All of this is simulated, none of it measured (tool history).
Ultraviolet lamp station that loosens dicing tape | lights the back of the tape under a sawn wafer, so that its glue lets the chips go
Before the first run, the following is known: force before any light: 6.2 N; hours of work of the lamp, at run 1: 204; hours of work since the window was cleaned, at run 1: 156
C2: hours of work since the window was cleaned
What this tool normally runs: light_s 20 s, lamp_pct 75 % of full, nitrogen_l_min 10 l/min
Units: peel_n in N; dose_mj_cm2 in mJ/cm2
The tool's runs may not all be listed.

{"run": 1, "hour": 0.0, "light_s": 20, "lamp_pct": 75, "nitrogen_l_min": 10, "hours of work of the lamp": 204, "C2": 156, "peel_n": 0.459, "dose_mj_cm2": 168}
{"run": 2, "hour": 49.2, "light_s": 20, "lamp_pct": 73, "nitrogen_l_min": 10, "hours of work of the lamp": 241, "C2": 193, "peel_n": 0.52, "dose_mj_cm2": 157}
{"run": 3, "hour": 90.4, "light_s": 20, "lamp_pct": 73, "nitrogen_l_min": 10, "hours of work of the lamp": 272, "C2": 223, "peel_n": 0.54, "dose_mj_cm2": 151}
{"run": 4, "hour": 118.0, "light_s": 31, "lamp_pct": 75, "nitrogen_l_min": 10, "hours of work of the lamp": 292, "C2": 244, "peel_n": 0.281, "dose_mj_cm2": 242}
{"run": 5, "hour": 164.2, "light_s": 31, "lamp_pct": 75, "nitrogen_l_min": 10, "hours of work of the lamp": 327, "C2": 279, "peel_n": 0.283, "dose_mj_cm2": 228}
{"run": 6, "hour": 205.1, "light_s": 20, "lamp_pct": 75, "nitrogen_l_min": 10, "hours of work of the lamp": 357, "C2": 309, "peel_n": 0.557, "dose_mj_cm2": 145}
{"run": 7, "hour": 227.4, "light_s": 20, "lamp_pct": 75, "nitrogen_l_min": 10, "hours of work of the lamp": 374, "C2": 326, "peel_n": 0.599, "dose_mj_cm2": 142}
{"run": 8, "hour": 252.9, "light_s": 20, "lamp_pct": 75, "nitrogen_l_min": 10, "hours of work of the lamp": 393, "C2": 345, "peel_n": 0.611, "dose_mj_cm2": 141}
{"hour": 283.1, "done": "window cleaned of glue's vapour"}
{"run": 9, "hour": 297.3, "light_s": 20, "lamp_pct": 75, "nitrogen_l_min": 10, "hours of work of the lamp": 426, "C2": 11, "peel_n": 0.803, "dose_mj_cm2": 122}
{"run": 10, "hour": 346.3, "light_s": 20, "lamp_pct": 75, "nitrogen_l_min": 5, "hours of work of the lamp": 462, "C2": 47, "peel_n": 1.23, "dose_mj_cm2": 116}
{"run": 11, "hour": 397.1, "light_s": 20, "lamp_pct": 75, "nitrogen_l_min": 5, "hours of work of the lamp": 500, "C2": 85, "peel_n": 1.358, "dose_mj_cm2": 112}
{"run": 12, "hour": 429.1, "light_s": 20, "lamp_pct": 75, "nitrogen_l_min": 15, "hours of work of the lamp": 524, "C2": 109, "peel_n": 0.743, "dose_mj_cm2": 110}
{"run": 13, "hour": 471.5, "light_s": 20, "lamp_pct": 75, "nitrogen_l_min": 15, "hours of work of the lamp": 556, "C2": 141, "peel_n": 0.795, "dose_mj_cm2": 108}
{"run": 14, "hour": 500.0, "light_s": 20, "lamp_pct": 75, "nitrogen_l_min": 10, "hours of work of the lamp": 577, "C2": 162, "peel_n": 1.025, "dose_mj_cm2": 103}
{"run": 15, "hour": 533.5, "light_s": 20, "lamp_pct": 75, "nitrogen_l_min": 10, "hours of work of the lamp": 602, "C2": 187, "peel_n": 1.048, "dose_mj_cm2": 108}
{"run": 16, "hour": 555.3, "light_s": 20, "lamp_pct": 75, "nitrogen_l_min": 10, "hours of work of the lamp": 618, "C2": 203, "peel_n": 1.108, "dose_mj_cm2": 97}
{"hour": 564.8, "done": "window cleaned of glue's vapour, once more"}
{"run": 17, "hour": 591.8, "light_s": 20, "lamp_pct": 80, "nitrogen_l_min": 10, "hours of work of the lamp": 645, "C2": 20, "peel_n": 0.483, "dose_mj_cm2": 164}
{"run": 18, "hour": 614.6, "light_s": 20, "lamp_pct": 80, "nitrogen_l_min": 10, "hours of work of the lamp": 662, "C2": 37, "peel_n": 0.492, "dose_mj_cm2": 161}
{"run": 19, "hour": 647.9, "light_s": 20, "lamp_pct": 75, "nitrogen_l_min": 4, "hours of work of the lamp": 687, "C2": 62, "peel_n": 1.052, "dose_mj_cm2": 146}
{"run": 20, "hour": 699.8, "light_s": 20, "lamp_pct": 75, "nitrogen_l_min": 10, "hours of work of the lamp": 726, "C2": 101, "peel_n": 0.626, "dose_mj_cm2": 137}
{"run": 21, "hour": 737.3, "light_s": 23, "lamp_pct": 75, "nitrogen_l_min": 10, "hours of work of the lamp": 754, "C2": 129, "peel_n": 0.501, "dose_mj_cm2": 160}
{"run": 22, "hour": 762.9, "light_s": 23, "lamp_pct": 70, "nitrogen_l_min": 11, "hours of work of the lamp": 773, "C2": 148, "peel_n": 0.568, "dose_mj_cm2": 146}
{"run": 23, "hour": 786.9, "light_s": 11, "lamp_pct": 75, "nitrogen_l_min": 4, "hours of work of the lamp": 791, "C2": 166, "peel_n": 2.384, "dose_mj_cm2": 75}
{"run": 24, "hour": 823.2, "light_s": 39, "lamp_pct": 74, "nitrogen_l_min": 10, "hours of work of the lamp": 818, "C2": 193, "peel_n": 0.269, "dose_mj_cm2": 245}
{"run": 25, "hour": 868.4, "light_s": 14, "lamp_pct": 97, "nitrogen_l_min": 5, "hours of work of the lamp": 852, "C2": 227, "peel_n": 1.343, "dose_mj_cm2": 114}
{"run": 26, "hour": 889.5, "light_s": 14, "lamp_pct": 97, "nitrogen_l_min": 11, "hours of work of the lamp": 867, "C2": 242, "peel_n": 0.86, "dose_mj_cm2": 116}
{"run": 27, "hour": 929.3, "light_s": 14, "lamp_pct": 97, "nitrogen_l_min": 11, "hours of work of the lamp": 897, "C2": 272, "peel_n": 0.935, "dose_mj_cm2": 110}
{"run": 28, "hour": 963.8, "light_s": 14, "lamp_pct": 97, "nitrogen_l_min": 11, "hours of work of the lamp": 923, "C2": 298, "peel_n": 0.933, "dose_mj_cm2": 104}
{"run": 29, "hour": 994.5, "light_s": 24, "lamp_pct": 95, "nitrogen_l_min": 6, "hours of work of the lamp": 946, "C2": 321, "peel_n": 0.58, "dose_mj_cm2": 178}
{"run": 30, "hour": 1033.2, "light_s": 16, "lamp_pct": 79, "nitrogen_l_min": 4, "hours of work of the lamp": 975, "C2": 350, "peel_n": 1.9, "dose_mj_cm2": 93}
{"hour": 1056.3, "done": "window cleaned of glue's vapour"}
{"run": 31, "hour": 1073.4, "light_s": 23, "lamp_pct": 63, "nitrogen_l_min": 4, "hours of work of the lamp": 1004, "C2": 13, "peel_n": 1.29, "dose_mj_cm2": 134}
{"run": 32, "hour": 1118.6, "light_s": 19, "lamp_pct": 64, "nitrogen_l_min": 5, "hours of work of the lamp": 1038, "C2": 47, "peel_n": 1.552, "dose_mj_cm2": 106}
{"run": 33, "hour": 1144.5, "light_s": 20, "lamp_pct": 72, "nitrogen_l_min": 16, "hours of work of the lamp": 1057, "C2": 66, "peel_n": 0.627, "dose_mj_cm2": 121}
{"run": 34, "hour": 1183.5, "light_s": 20, "lamp_pct": 72, "nitrogen_l_min": 16, "hours of work of the lamp": 1087, "C2": 95, "peel_n": 0.616, "dose_mj_cm2": 118}
{"run": 35, "hour": 1225.1, "light_s": 28, "lamp_pct": 66, "nitrogen_l_min": 10, "hours of work of the lamp": 1118, "C2": 126, "peel_n": 0.586, "dose_mj_cm2": 148}
{"run": 36, "hour": 1261.8, "light_s": 11, "lamp_pct": 91, "nitrogen_l_min": 4, "hours of work of the lamp": 1145, "C2": 153, "peel_n": 2.365, "dose_mj_cm2": 76}
{"run": 37, "hour": 1284.6, "light_s": 11, "lamp_pct": 91, "nitrogen_l_min": 4, "hours of work of the lamp": 1162, "C2": 170, "peel_n": 2.342, "dose_mj_cm2": 76}
{"run": 38, "hour": 1322.3, "light_s": 11, "lamp_pct": 91, "nitrogen_l_min": 4, "hours of work of the lamp": 1190, "C2": 199, "peel_n": 2.445, "dose_mj_cm2": 76}
{"run": 39, "hour": 1351.1, "light_s": 23, "lamp_pct": 70, "nitrogen_l_min": 7, "hours of work of the lamp": 1212, "C2": 220, "peel_n": 1.038, "dose_mj_cm2": 116}

Alternative continuations, all from the tool just after run 39; predict every row:
{"run": "A", "hour": 1382.5, "light_s": 10, "lamp_pct": 70, "nitrogen_l_min": 7, "hours of work of the lamp": 1235, "C2": 243, "peel_n": "?", "dose_mj_cm2": "?"}
{"run": "B", "hour": 1382.5, "light_s": 19, "lamp_pct": 75, "nitrogen_l_min": 10, "hours of work of the lamp": 1235, "C2": 243, "peel_n": "?", "dose_mj_cm2": "?"}
{"run": "C", "hour": 1382.5, "light_s": 13, "lamp_pct": 74, "nitrogen_l_min": 10, "hours of work of the lamp": 1235, "C2": 243, "peel_n": "?", "dose_mj_cm2": "?"}
{"run": "D", "hour": 1382.5, "light_s": 10, "lamp_pct": 90, "nitrogen_l_min": 4, "hours of work of the lamp": 1235, "C2": 243, "peel_n": "?", "dose_mj_cm2": "?"}
{"run": "E", "hour": 1382.5, "light_s": 12, "lamp_pct": 79, "nitrogen_l_min": 17, "hours of work of the lamp": 1235, "C2": 243, "peel_n": "?", "dose_mj_cm2": "?"}

run=A peel_n=2.915 dose_mj_cm2=49
run=B peel_n=1.104 dose_mj_cm2=102
run=C peel_n=1.780 dose_mj_cm2=68
run=D peel_n=2.773 dose_mj_cm2=64
run=E peel_n=1.519 dose_mj_cm2=66
Without the tool's hidden state the same runs would have given:
run=A peel_n=1.646 dose_mj_cm2=87
run=B peel_n=0.425 dose_mj_cm2=180
run=C peel_n=0.780 dose_mj_cm2=120
run=D peel_n=1.536 dose_mj_cm2=113
run=E peel_n=0.623 dose_mj_cm2=117

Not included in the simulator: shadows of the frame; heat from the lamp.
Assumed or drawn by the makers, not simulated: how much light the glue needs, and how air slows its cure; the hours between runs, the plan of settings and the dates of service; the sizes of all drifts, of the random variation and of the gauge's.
